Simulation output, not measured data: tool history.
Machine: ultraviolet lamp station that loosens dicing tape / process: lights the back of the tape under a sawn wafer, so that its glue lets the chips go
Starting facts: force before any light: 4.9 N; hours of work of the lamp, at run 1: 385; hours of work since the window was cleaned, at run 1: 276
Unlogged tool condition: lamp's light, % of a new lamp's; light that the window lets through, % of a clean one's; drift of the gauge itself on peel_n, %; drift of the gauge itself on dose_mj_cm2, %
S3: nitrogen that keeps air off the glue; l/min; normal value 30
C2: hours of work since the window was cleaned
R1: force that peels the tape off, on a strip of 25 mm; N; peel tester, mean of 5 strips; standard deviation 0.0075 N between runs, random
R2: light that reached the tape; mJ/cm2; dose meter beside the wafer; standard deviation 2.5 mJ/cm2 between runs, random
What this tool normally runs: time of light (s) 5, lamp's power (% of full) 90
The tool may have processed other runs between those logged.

{"run": 1, "hour": 0.0, "time of light (s)": 5, "lamp's power (% of full)": 90, "S3": 30, "hours of work of the lamp": 385, "C2": 276, "R1": 0.404, "R2": 247}
{"run": 2, "hour": 18.7, "time of light (s)": 5, "lamp's power (% of full)": 90, "S3": 30, "hours of work of the lamp": 392, "C2": 284, "R1": 0.39, "R2": 242}
{"run": 3, "hour": 33.7, "time of light (s)": 5, "lamp's power (% of full)": 90, "S3": 30, "hours of work of the lamp": 399, "C2": 290, "R1": 0.381, "R2": 244}
{"run": 4, "hour": 47.5, "time of light (s)": 5, "lamp's power (% of full)": 90, "S3": 30, "hours of work of the lamp": 404, "C2": 296, "R1": 0.392, "R2": 244}
{"run": 5, "hour": 70.5, "time of light (s)": 5, "lamp's power (% of full)": 90, "S3": 30, "hours of work of the lamp": 414, "C2": 305, "R1": 0.394, "R2": 240}
{"run": 6, "hour": 88.0, "time of light (s)": 5, "lamp's power (% of full)": 90, "S3": 53, "hours of work of the lamp": 421, "C2": 313, "R1": 0.285, "R2": 242}
{"run": 7, "hour": 103.7, "time of light (s)": 5, "lamp's power (% of full)": 90, "S3": 53, "hours of work of the lamp": 428, "C2": 319, "R1": 0.274, "R2": 242}
{"run": 8, "hour": 117.6, "time of light (s)": 5, "lamp's power (% of full)": 90, "S3": 53, "hours of work of the lamp": 434, "C2": 325, "R1": 0.268, "R2": 243}
{"run": 9, "hour": 135.6, "time of light (s)": 5, "lamp's power (% of full)": 97, "S3": 30, "hours of work of the lamp": 441, "C2": 333, "R1": 0.355, "R2": 256}
{"run": 10, "hour": 152.3, "time of light (s)": 6, "lamp's power (% of full)": 97, "S3": 30, "hours of work of the lamp": 448, "C2": 340, "R1": 0.226, "R2": 312}
{"run": 11, "hour": 164.6, "time of light (s)": 4, "lamp's power (% of full)": 67, "S3": 13, "hours of work of the lamp": 453, "C2": 345, "R1": 1.544, "R2": 140}
{"run": 12, "hour": 185.1, "time of light (s)": 3, "lamp's power (% of full)": 73, "S3": 30, "hours of work of the lamp": 462, "C2": 353, "R1": 1.423, "R2": 119}
{"run": 13, "hour": 201.3, "time of light (s)": 3, "lamp's power (% of full)": 73, "S3": 30, "hours of work of the lamp": 469, "C2": 360, "R1": 1.42, "R2": 112}
{"run": 14, "hour": 214.4, "time of light (s)": 3, "lamp's power (% of full)": 73, "S3": 30, "hours of work of the lamp": 474, "C2": 365, "R1": 1.405, "R2": 115}
{"run": 15, "hour": 228.1, "time of light (s)": 3, "lamp's power (% of full)": 73, "S3": 29, "hours of work of the lamp": 480, "C2": 371, "R1": 1.45, "R2": 114}
{"run": 16, "hour": 245.8, "time of light (s)": 3, "lamp's power (% of full)": 73, "S3": 29, "hours of work of the lamp": 487, "C2": 379, "R1": 1.432, "R2": 114}
{"run": 17, "hour": 263.5, "time of light (s)": 3, "lamp's power (% of full)": 73, "S3": 29, "hours of work of the lamp": 494, "C2": 386, "R1": 1.447, "R2": 115}

Pick out some run-to-run changes in R1. Of each, how much would a tool without hidden state show as well, from the settings, what came in and chance, and how much is left for the hidden state and any gauge scatter not in both results compared?
Run 10 -> 11: time of light (s) 6 -> 4, lamp's power (% of full) 97 -> 67, S3 30 -> 13. R1 +1.318 N: hidden state +0.223, all else +1.095.
